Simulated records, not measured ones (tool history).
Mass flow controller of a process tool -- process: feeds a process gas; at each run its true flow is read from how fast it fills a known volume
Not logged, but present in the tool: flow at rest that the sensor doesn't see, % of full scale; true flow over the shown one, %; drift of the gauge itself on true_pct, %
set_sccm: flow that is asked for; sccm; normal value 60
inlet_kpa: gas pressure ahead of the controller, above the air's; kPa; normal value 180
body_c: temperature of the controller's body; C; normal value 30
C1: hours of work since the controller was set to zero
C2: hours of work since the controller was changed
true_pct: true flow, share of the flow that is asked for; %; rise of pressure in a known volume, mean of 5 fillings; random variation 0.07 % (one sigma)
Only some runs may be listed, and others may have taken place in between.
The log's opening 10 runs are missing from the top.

{"run": 11, "hour": 786.5, "set_sccm": 60, "inlet_kpa": 211, "body_c": 30, "C1": 668, "C2": 668, "true_pct": 100.29}
{"run": 12, "hour": 851.8, "set_sccm": 60, "inlet_kpa": 180, "body_c": 38, "C1": 715, "C2": 715, "true_pct": 100.59}
{"run": 13, "hour": 899.7, "set_sccm": 60, "inlet_kpa": 180, "body_c": 38, "C1": 749, "C2": 749, "true_pct": 100.67}
{"run": 14, "hour": 948.6, "set_sccm": 60, "inlet_kpa": 180, "body_c": 38, "C1": 784, "C2": 784, "true_pct": 100.78}
{"run": 15, "hour": 1000.3, "set_sccm": 60, "inlet_kpa": 180, "body_c": 38, "C1": 821, "C2": 821, "true_pct": 100.94}
{"run": 16, "hour": 1052.4, "set_sccm": 60, "inlet_kpa": 180, "body_c": 38, "C1": 858, "C2": 858, "true_pct": 101.07}
{"run": 17, "hour": 1157.0, "set_sccm": 60, "inlet_kpa": 180, "body_c": 40, "C1": 933, "C2": 933, "true_pct": 101.32}
{"run": 18, "hour": 1205.4, "set_sccm": 60, "inlet_kpa": 180, "body_c": 40, "C1": 967, "C2": 967, "true_pct": 101.39}
{"run": 19, "hour": 1292.7, "set_sccm": 60, "inlet_kpa": 180, "body_c": 21, "C1": 1030, "C2": 1030, "true_pct": 100.74}
{"run": 20, "hour": 1394.2, "set_sccm": 50, "inlet_kpa": 219, "body_c": 30, "C1": 1102, "C2": 1102, "true_pct": 101.2}
{"run": 21, "hour": 1483.5, "set_sccm": 43, "inlet_kpa": 158, "body_c": 37, "C1": 1166, "C2": 1166, "true_pct": 101.09}
{"hour": 1515.9, "done": "gauge calibrated"}
{"run": 22, "hour": 1588.7, "set_sccm": 43, "inlet_kpa": 158, "body_c": 37, "C1": 1241, "C2": 1241, "true_pct": 98.57}
{"run": 23, "hour": 1683.3, "set_sccm": 13, "inlet_kpa": 268, "body_c": 30, "C1": 1309, "C2": 1309, "true_pct": 97.94}
{"run": 24, "hour": 1755.2, "set_sccm": 60, "inlet_kpa": 216, "body_c": 30, "C1": 1360, "C2": 1360, "true_pct": 99.35}
{"run": 25, "hour": 1805.0, "set_sccm": 11, "inlet_kpa": 216, "body_c": 30, "C1": 1395, "C2": 1395, "true_pct": 97.91}
{"run": 26, "hour": 1869.4, "set_sccm": 11, "inlet_kpa": 216, "body_c": 30, "C1": 1441, "C2": 1441, "true_pct": 98.03}
{"run": 27, "hour": 1913.7, "set_sccm": 64, "inlet_kpa": 211, "body_c": 30, "C1": 1473, "C2": 1473, "true_pct": 99.81}
{"run": 28, "hour": 2017.0, "set_sccm": 19, "inlet_kpa": 218, "body_c": 28, "C1": 1547, "C2": 1547, "true_pct": 98.37}
{"run": 29, "hour": 2061.6, "set_sccm": 79, "inlet_kpa": 180, "body_c": 30, "C1": 1579, "C2": 1579, "true_pct": 100.3}
{"run": 30, "hour": 2104.9, "set_sccm": 11, "inlet_kpa": 180, "body_c": 23, "C1": 1610, "C2": 1610, "true_pct": 97.91}
{"run": 31, "hour": 2195.5, "set_sccm": 60, "inlet_kpa": 185, "body_c": 30, "C1": 1674, "C2": 1674, "true_pct": 100.14}
{"run": 32, "hour": 2291.3, "set_sccm": 60, "inlet_kpa": 185, "body_c": 30, "C1": 1743, "C2": 1743, "true_pct": 100.29}

Expected results for the next run?
{"run": 33, "hour": 2353.2, "set_sccm": 60, "inlet_kpa": 185, "body_c": 30, "C1": 1787, "C2": 1787, "true_pct": "?"}

{"run 33": {"true_pct": 100.43}}
Had the tool carried no hidden state, the very same run would have given true_pct 98.94 %.

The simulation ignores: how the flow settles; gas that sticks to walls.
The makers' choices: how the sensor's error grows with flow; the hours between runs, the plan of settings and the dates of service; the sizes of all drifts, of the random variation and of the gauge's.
